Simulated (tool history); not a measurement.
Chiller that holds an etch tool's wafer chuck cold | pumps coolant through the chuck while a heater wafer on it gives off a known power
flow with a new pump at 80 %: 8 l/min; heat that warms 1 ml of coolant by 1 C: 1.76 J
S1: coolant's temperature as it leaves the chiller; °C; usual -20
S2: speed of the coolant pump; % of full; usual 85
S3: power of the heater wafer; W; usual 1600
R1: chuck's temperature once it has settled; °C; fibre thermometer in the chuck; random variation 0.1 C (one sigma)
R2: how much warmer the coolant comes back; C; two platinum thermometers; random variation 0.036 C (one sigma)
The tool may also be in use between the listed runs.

{"run": 1, "day": 0.0, "S1": -20, "S2": 85, "S3": 1600, "R1": -3.4, "R2": 6.35}
{"run": 2, "day": 7.183, "S1": -20, "S2": 85, "S3": 1600, "R1": -3.3, "R2": 6.34}
{"run": 3, "day": 11.008, "S1": -20, "S2": 85, "S3": 1600, "R1": -3.3, "R2": 6.38}
{"run": 4, "day": 14.762, "S1": -20, "S2": 85, "S3": 1600, "R1": -3.4, "R2": 6.41}
{"run": 5, "day": 19.988, "S1": -20, "S2": 85, "S3": 1600, "R1": -3.3, "R2": 6.45}
{"run": 6, "day": 26.042, "S1": -20, "S2": 95, "S3": 1600, "R1": -4.9, "R2": 5.85}
{"run": 7, "day": 33.171, "S1": -21, "S2": 86, "S3": 2126, "R1": 0.9, "R2": 8.59}
{"run": 8, "day": 38.521, "S1": -18, "S2": 68, "S3": 1246, "R1": -1.9, "R2": 6.37}
{"run": 9, "day": 42.467, "S1": -23, "S2": 67, "S3": 1720, "R1": -0.9, "R2": 8.91}
{"run": 10, "day": 47.042, "S1": -22, "S2": 79, "S3": 1232, "R1": -8.2, "R2": 5.42}

3 ways to go on from here, each from the tool as it stands after run 10. What would each give?
{"run": "A", "day": 53.033, "S1": -23, "S2": 89, "S3": 1232, "R1": "?", "R2": "?"}
{"run": "B", "day": 53.033, "S1": -24, "S2": 69, "S3": 1418, "R1": "?", "R2": "?"}
{"run": "C", "day": 53.033, "S1": -25, "S2": 94, "S3": 2020, "R1": "?", "R2": "?"}

run=A R1=-10.7 R2=4.86
run=B R1=-6.2 R2=7.13
run=C R1=-5.7 R2=7.43
Without the tool's hidden state the same runs would have given:
run=A R1=-10.7 R2=4.71
run=B R1=-6.2 R2=6.98
run=C R1=-5.7 R2=7.29
